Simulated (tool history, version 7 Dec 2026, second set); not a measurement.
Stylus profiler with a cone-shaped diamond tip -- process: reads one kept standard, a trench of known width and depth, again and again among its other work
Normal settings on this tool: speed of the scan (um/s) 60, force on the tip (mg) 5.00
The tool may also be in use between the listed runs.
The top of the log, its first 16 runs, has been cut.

run,day,speed of the scan (um/s),force on the tip (mg),depth of the trench (Å),width of the trench's floor (um)
17,20.762,60,5.00,5081.7,26.85
18,21.883,60,5.00,5085.5,26.82
19,22.967,60,5.00,5085.1,26.88
20,23.850,60,5.00,5082.4,26.84
21,24.817,60,5.00,5085.1,26.86
# day 25.558: height scale calibrated on a step standard, once more
22,25.912,76,6.67,5078.1,26.82
23,27.275,76,12.64,5119.8,26.86
24,28.208,139,2.18,5036.2,26.32
25,29.308,171,2.60,5039.8,26.19
26,30.275,171,2.60,5042.4,26.18
27,31.233,54,5.00,5064.2,26.80

Run 28, settings as shown, results not yet in. Your forecast:
28,32.492,60,13.35,?,?

depth of the trench (Å): 5125.4
width of the trench's floor (um): 26.88
The same run, on a tool lacking any hidden state, would have yielded depth of the trench (Å) 5125.8, width of the trench's floor (um) 27.20.
